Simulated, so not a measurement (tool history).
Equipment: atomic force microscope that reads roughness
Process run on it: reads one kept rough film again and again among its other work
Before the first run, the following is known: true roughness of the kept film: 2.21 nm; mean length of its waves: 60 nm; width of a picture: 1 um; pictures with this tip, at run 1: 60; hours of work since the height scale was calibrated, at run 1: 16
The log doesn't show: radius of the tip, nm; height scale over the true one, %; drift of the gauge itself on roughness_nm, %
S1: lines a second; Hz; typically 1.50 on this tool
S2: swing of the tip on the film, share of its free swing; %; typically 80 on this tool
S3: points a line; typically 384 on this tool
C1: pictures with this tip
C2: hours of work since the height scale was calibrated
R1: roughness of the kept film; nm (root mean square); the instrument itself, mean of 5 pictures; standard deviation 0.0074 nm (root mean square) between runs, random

{"run": 1, "hour": 0.0, "S1": 1.5, "S2": 80, "S3": 384, "C1": 60, "C2": 16, "R1": 1.874}
{"run": 2, "hour": 11.5, "S1": 1.5, "S2": 80, "S3": 893, "C1": 73, "C2": 23, "R1": 1.875}
{"run": 3, "hour": 23.7, "S1": 1.5, "S2": 80, "S3": 893, "C1": 87, "C2": 32, "R1": 1.858}
{"run": 4, "hour": 40.3, "S1": 1.5, "S2": 80, "S3": 893, "C1": 105, "C2": 43, "R1": 1.87}
{"run": 5, "hour": 56.6, "S1": 1.5, "S2": 69, "S3": 384, "C1": 124, "C2": 54, "R1": 1.982}
{"run": 6, "hour": 74.7, "S1": 1.5, "S2": 69, "S3": 384, "C1": 144, "C2": 66, "R1": 1.977}
{"run": 7, "hour": 91.7, "S1": 1.5, "S2": 87, "S3": 384, "C1": 163, "C2": 78, "R1": 1.76}
{"run": 8, "hour": 104.8, "S1": 1.5, "S2": 87, "S3": 384, "C1": 178, "C2": 87, "R1": 1.742}
{"run": 9, "hour": 120.1, "S1": 1.5, "S2": 87, "S3": 384, "C1": 195, "C2": 97, "R1": 1.753}
{"run": 10, "hour": 136.1, "S1": 1.5, "S2": 87, "S3": 384, "C1": 213, "C2": 108, "R1": 1.745}
{"run": 11, "hour": 152.5, "S1": 1.5, "S2": 87, "S3": 384, "C1": 231, "C2": 119, "R1": 1.762}
{"run": 12, "hour": 175.6, "S1": 1.5, "S2": 87, "S3": 384, "C1": 257, "C2": 135, "R1": 1.747}
{"run": 13, "hour": 197.4, "S1": 1.64, "S2": 80, "S3": 384, "C1": 281, "C2": 150, "R1": 1.822}
{"run": 14, "hour": 209.0, "S1": 1.64, "S2": 78, "S3": 384, "C1": 294, "C2": 158, "R1": 1.844}
{"run": 15, "hour": 219.9, "S1": 1.47, "S2": 78, "S3": 384, "C1": 306, "C2": 165, "R1": 1.88}
{"hour": 221.6, "done": "new tip fitted"}
{"run": 16, "hour": 235.5, "S1": 1.47, "S2": 78, "S3": 384, "C1": 15, "C2": 175, "R1": 1.887}
{"run": 17, "hour": 247.5, "S1": 1.5, "S2": 80, "S3": 293, "C1": 28, "C2": 183, "R1": 1.867}
{"run": 18, "hour": 264.4, "S1": 1.5, "S2": 80, "S3": 384, "C1": 47, "C2": 195, "R1": 1.858}
{"run": 19, "hour": 284.7, "S1": 1.5, "S2": 65, "S3": 872, "C1": 70, "C2": 209, "R1": 2.028}
{"run": 20, "hour": 305.0, "S1": 1.5, "S2": 65, "S3": 610, "C1": 93, "C2": 223, "R1": 2.036}
{"run": 21, "hour": 318.9, "S1": 3.73, "S2": 83, "S3": 288, "C1": 108, "C2": 232, "R1": 1.472}
{"run": 22, "hour": 332.6, "S1": 1.5, "S2": 88, "S3": 794, "C1": 124, "C2": 241, "R1": 1.754}
{"run": 23, "hour": 348.1, "S1": 0.92, "S2": 88, "S3": 769, "C1": 141, "C2": 252, "R1": 1.89}
{"hour": 350.6, "done": "height scale calibrated on a step standard"}
{"run": 24, "hour": 366.0, "S1": 0.92, "S2": 88, "S3": 769, "C1": 160, "C2": 10, "R1": 1.881}
{"run": 25, "hour": 386.9, "S1": 0.84, "S2": 80, "S3": 769, "C1": 183, "C2": 25, "R1": 1.975}
{"run": 26, "hour": 399.6, "S1": 1.46, "S2": 69, "S3": 398, "C1": 197, "C2": 33, "R1": 1.986}
{"run": 27, "hour": 409.7, "S1": 1.46, "S2": 69, "S3": 398, "C1": 209, "C2": 40, "R1": 1.966}
{"hour": 422.1, "done": "height scale calibrated on a step standard, once more"}
{"run": 28, "hour": 429.8, "S1": 1.47, "S2": 80, "S3": 607, "C1": 230, "C2": 5, "R1": 1.841}
{"run": 29, "hour": 445.0, "S1": 3.25, "S2": 80, "S3": 384, "C1": 247, "C2": 16, "R1": 1.587}
{"run": 30, "hour": 455.2, "S1": 0.63, "S2": 67, "S3": 466, "C1": 258, "C2": 23, "R1": 2.09}
{"run": 31, "hour": 473.4, "S1": 2.85, "S2": 67, "S3": 364, "C1": 279, "C2": 35, "R1": 1.875}
{"run": 32, "hour": 494.1, "S1": 2.85, "S2": 67, "S3": 364, "C1": 302, "C2": 49, "R1": 1.844}
{"hour": 499.3, "done": "new tip fitted"}
{"run": 33, "hour": 516.6, "S1": 2.72, "S2": 59, "S3": 384, "C1": 20, "C2": 64, "R1": 2.007}
{"run": 34, "hour": 531.2, "S1": 2.72, "S2": 59, "S3": 384, "C1": 36, "C2": 74, "R1": 2.006}
{"run": 35, "hour": 544.9, "S1": 1.5, "S2": 80, "S3": 261, "C1": 51, "C2": 83, "R1": 1.88}
{"run": 36, "hour": 567.6, "S1": 1.63, "S2": 80, "S3": 384, "C1": 77, "C2": 99, "R1": 1.847}

Difference, measured minus no-hidden-state, one row per run. Run-to-run variation is common to both terms; the gauge's own scatter need not be:
run=1 R1=-0.011
run=2 R1=-0.012
run=3 R1=-0.014
run=4 R1=-0.016
run=5 R1=-0.018
run=6 R1=-0.020
run=7 R1=-0.020
run=8 R1=-0.021
run=9 R1=-0.023
run=10 R1=-0.024
run=11 R1=-0.026
run=12 R1=-0.027
run=13 R1=-0.030
run=14 R1=-0.032
run=15 R1=-0.034
run=16 R1=-0.007
run=17 R1=-0.009
run=18 R1=-0.011
run=19 R1=-0.014
run=20 R1=-0.016
run=21 R1=-0.013
run=22 R1=-0.017
run=23 R1=-0.019
run=24 R1=-0.023
run=25 R1=-0.027
run=26 R1=-0.028
run=27 R1=-0.029
run=28 R1=-0.020
run=29 R1=-0.019
run=30 R1=-0.026
run=31 R1=-0.025
run=32 R1=-0.027
run=33 R1=-0.001
run=34 R1=-0.004
run=35 R1=-0.005
run=36 R1=-0.007
